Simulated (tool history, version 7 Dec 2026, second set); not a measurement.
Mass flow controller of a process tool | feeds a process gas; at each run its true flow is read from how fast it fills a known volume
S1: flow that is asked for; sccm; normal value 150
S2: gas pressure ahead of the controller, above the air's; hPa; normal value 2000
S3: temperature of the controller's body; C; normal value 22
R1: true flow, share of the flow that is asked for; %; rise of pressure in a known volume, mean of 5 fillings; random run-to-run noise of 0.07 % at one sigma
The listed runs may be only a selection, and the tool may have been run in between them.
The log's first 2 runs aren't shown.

run 3 hour=136.6 | S1=99 S2=2000 S3=22 | R1=90.55
run 4 hour=211.9 | S1=99 S2=2000 S3=22 | R1=90.49
run 5 hour=309.7 | S1=150 S2=2000 S3=22 | R1=92.23
run 6 hour=398.5 | S1=150 S2=2000 S3=23 | R1=92.09
run 7 hour=480.1 | S1=150 S2=2000 S3=23 | R1=92.02
run 8 hour=560.7 | S1=150 S2=2000 S3=23 | R1=92.05
run 9 hour=631.8 | S1=150 S2=2000 S3=23 | R1=91.98
run 10 hour=722.7 | S1=150 S2=2000 S3=21 | R1=92.1
run 11 hour=810.2 | S1=150 S2=2000 S3=21 | R1=92.11
run 12 hour=886 | S1=150 S2=2000 S3=21 | R1=91.83
run 13 hour=933.2 | S1=150 S2=2000 S3=27 | R1=91.48
run 14 hour=1011.8 | S1=150 S2=2000 S3=22 | R1=91.77
run 15 hour=1073.2 | S1=150 S2=2000 S3=22 | R1=91.79
run 16 hour=1146 | S1=150 S2=2000 S3=22 | R1=91.82
run 17 hour=1191.2 | S1=150 S2=2000 S3=22 | R1=91.8
run 18 hour=1233.1 | S1=150 S2=2000 S3=33 | R1=90.64
run 19 hour=1332 | S1=150 S2=2000 S3=33 | R1=90.69
run 20 hour=1425.9 | S1=150 S2=2000 S3=32 | R1=90.72
run 21 hour=1515.8 | S1=150 S2=2000 S3=32 | R1=90.65
run 22 hour=1599.1 | S1=150 S2=2000 S3=32 | R1=90.56
run 23 hour=1666.1 | S1=150 S2=2000 S3=31 | R1=90.68
run 24 hour=1738.2 | S1=157 S2=2000 S3=22 | R1=91.72
run 25 hour=1818 | S1=94 S2=2000 S3=22 | R1=89.01
run 26 hour=1903.5 | S1=150 S2=1620 S3=22 | R1=91.63
-- hour=1910.1 controller's zero set anew
run 27 hour=1971.6 | S1=150 S2=1620 S3=22 | R1=89.36

For run 28, what comes out?
run 28 hour=2028.9 | S1=347 S2=2340 S3=29 | R1=?

{"run 28": {"R1": 92.43}}
Were there no unlogged condition in the tool, this run, its random variation unchanged, would have produced R1 98.67 %.
